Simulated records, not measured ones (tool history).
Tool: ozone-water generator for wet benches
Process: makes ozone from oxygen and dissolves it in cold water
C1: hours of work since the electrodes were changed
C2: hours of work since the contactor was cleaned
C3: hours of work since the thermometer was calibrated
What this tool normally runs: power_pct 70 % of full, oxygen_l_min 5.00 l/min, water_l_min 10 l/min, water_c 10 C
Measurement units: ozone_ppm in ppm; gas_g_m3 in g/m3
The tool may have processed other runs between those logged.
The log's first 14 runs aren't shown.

Run 15, hour 1889.1: usual settings but power_pct 90 % of full; C1 4850; C2 3255; C3 2592. Result: ozone_ppm 47.5 ppm, gas_g_m3 316.3 g/m3.
Run 16, hour 2026.9: usual settings but power_pct 90 % of full; C1 4980; C2 3384; C3 2722. Result: ozone_ppm 47.2 ppm, gas_g_m3 315.3 g/m3.
Run 17, hour 2174.8: usual settings but power_pct 90 % of full; C1 5119; C2 3523; C3 2861. Result: ozone_ppm 46.6 ppm, gas_g_m3 314.3 g/m3.
Run 18, hour 2266.1: usual settings but power_pct 90 % of full, oxygen_l_min 3.03 l/min; C1 5204; C2 3609; C3 2946. Result: ozone_ppm 45.5 ppm, gas_g_m3 394.1 g/m3.
Run 19, hour 2358.3: usual settings but power_pct 90 % of full, oxygen_l_min 3.03 l/min; C1 5291; C2 3696; C3 3033. Result: ozone_ppm 45.9 ppm, gas_g_m3 395.0 g/m3.
Run 20, hour 2458.7: usual settings but power_pct 94 % of full, oxygen_l_min 6.27 l/min, water_l_min 7 l/min, water_c 11 C; C1 5385; C2 3790; C3 3127. Result: ozone_ppm 57.3 ppm, gas_g_m3 286.8 g/m3.
Run 21, hour 2552.7: usual settings but water_l_min 7 l/min; C1 5474; C2 3878; C3 3216. Result: ozone_ppm 48.7 ppm, gas_g_m3 263.8 g/m3.
Run 22, hour 2649.9: usual settings but power_pct 67 % of full, water_l_min 8 l/min; C1 5565; C2 3970; C3 3307. Result: ozone_ppm 44.6 ppm, gas_g_m3 256.8 g/m3.
Run 23, hour 2732.7: usual settings but power_pct 56 % of full, oxygen_l_min 4.47 l/min, water_l_min 11 l/min, water_c 7 C; C1 5643; C2 4047; C3 3385. Result: ozone_ppm 33.9 ppm, gas_g_m3 241.1 g/m3.
Run 24, hour 2906.8: usual settings but power_pct 56 % of full, oxygen_l_min 4.47 l/min, water_l_min 11 l/min, water_c 7 C; C1 5807; C2 4211; C3 3549. Result: ozone_ppm 34.0 ppm, gas_g_m3 239.9 g/m3.
Run 25, hour 3005.2: usual settings but power_pct 50 % of full, oxygen_l_min 8.73 l/min, water_l_min 12 l/min, water_c 6 C; C1 5899; C2 4304; C3 3641. Result: ozone_ppm 29.8 ppm, gas_g_m3 161.8 g/m3.
Run 26, hour 3096.3: usual settings but power_pct 50 % of full, oxygen_l_min 5.23 l/min, water_c 18 C; C1 5985; C2 4389; C3 3727. Result: ozone_ppm 27.6 ppm, gas_g_m3 207.2 g/m3.
Run 27, hour 3192.9: usual settings but oxygen_l_min 5.53 l/min, water_c 6 C; C1 6075; C2 4480; C3 3817. Result: ozone_ppm 42.5 ppm, gas_g_m3 251.1 g/m3.
At hour 3278.3: gauge calibrated.
Run 28, hour 3285.4: usual settings but oxygen_l_min 5.53 l/min, water_c 6 C; C1 6162; C2 4567; C3 3904. Result: ozone_ppm 42.9 ppm, gas_g_m3 259.6 g/m3.
Run 29, hour 3439.2: usual settings but oxygen_l_min 5.53 l/min, water_c 6 C; C1 6307; C2 4711; C3 4049. Result: ozone_ppm 43.0 ppm, gas_g_m3 258.8 g/m3.
At hour 3507.3: contactor cleaned.
Run 30, hour 3541.7: usual settings but oxygen_l_min 5.53 l/min, water_c 6 C; C1 6400; C2 32; C3 4142. Result: ozone_ppm 42.8 ppm, gas_g_m3 257.5 g/m3.
Run 31, hour 3623.5: usual settings but water_l_min 7 l/min, water_c 15 C; C1 6476; C2 109; C3 4218. Result: ozone_ppm 44.1 ppm, gas_g_m3 271.5 g/m3.
Run 32, hour 3739.8: usual settings but power_pct 48 % of full; C1 6586; C2 219; C3 4328. Result: ozone_ppm 31.5 ppm, gas_g_m3 210.4 g/m3.

Forecast each of these 3 alternatives for the next run:
Run A, hour 3878.9: usual settings but power_pct 48 % of full, oxygen_l_min 2.99 l/min, water_l_min 11 l/min; C1 6717; C2 349; C3 4459. Result: ozone_ppm ?, gas_g_m3 ?.
Run B, hour 3878.9: usual settings but power_pct 68 % of full, oxygen_l_min 8.55 l/min, water_c 6 C; C1 6717; C2 349; C3 4459. Result: ozone_ppm ?, gas_g_m3 ?.
Run C, hour 3878.9: usual settings but power_pct 41 % of full, water_l_min 12 l/min, water_c 6 C; C1 6717; C2 349; C3 4459. Result: ozone_ppm ?, gas_g_m3 ?.

run  ozone_ppm  gas_g_m3
  A       28.3     266.3
  B       41.1     207.1
  C       26.5     189.8
Take away the tool's hidden state, keep each run's random variation, and the runs would have read:
run  ozone_ppm  gas_g_m3
  A       28.3     268.1
  B       41.1     208.6
  C       26.5     191.1
